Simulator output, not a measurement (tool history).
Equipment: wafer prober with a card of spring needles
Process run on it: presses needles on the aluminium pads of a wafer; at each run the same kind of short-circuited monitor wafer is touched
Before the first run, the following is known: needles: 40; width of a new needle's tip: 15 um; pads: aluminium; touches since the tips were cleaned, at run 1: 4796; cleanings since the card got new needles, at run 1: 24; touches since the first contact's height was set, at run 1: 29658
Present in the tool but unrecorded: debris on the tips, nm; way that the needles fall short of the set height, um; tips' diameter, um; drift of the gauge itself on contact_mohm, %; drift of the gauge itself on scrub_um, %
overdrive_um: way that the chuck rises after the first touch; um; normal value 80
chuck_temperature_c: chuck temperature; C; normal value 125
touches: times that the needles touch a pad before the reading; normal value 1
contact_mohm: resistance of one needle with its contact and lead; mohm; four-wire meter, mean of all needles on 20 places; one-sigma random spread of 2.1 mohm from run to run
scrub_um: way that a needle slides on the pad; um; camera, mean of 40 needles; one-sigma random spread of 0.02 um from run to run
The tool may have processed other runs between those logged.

run   hour  overdrive_um  chuck_temperature_c  touches  touches since the tips were cleaned  cleanings since the card got new needles  touches since the first contact's height was set  contact_mohm  scrub_um
  1    0.0            80                  125        1                                 4796                                        24                                             29658           231     12.05
       6.5  -- tips cleaned on abrasive film
  2   19.7            96                  125        1                                 3220                                        25                                             34443           226     14.48
  3   30.9            80                  125        1                                 5969                                        25                                             37192           230     12.05
      32.5  -- tips cleaned on abrasive film
  4   50.4            90                  125        1                                 4362                                        26                                             41920           227     13.58
      58.2  -- tips cleaned on abrasive film
  5   64.6            90                  125        1                                 1554                                        27                                             45366           223     13.57
  6   81.3            80                  125        1                                 5640                                        27                                             49452           230     12.11
      85.1  -- tips cleaned on abrasive film
  7  104.1            80                  125        1                                 4629                                        28                                             54984           231     12.04

Run 8 has not been measured yet. What should we expect?
     112.2  -- tips cleaned on abrasive film
  8  119.9            81                  125        1                                 1891                                        29                                             58824             ?         ?

{"run 8": {"contact_mohm": 235, "scrub_um": 12.21}}
If the tool had no hidden condition, the same run with the same run-to-run variation would have returned contact_mohm 235 mohm, scrub_um 12.22 um.
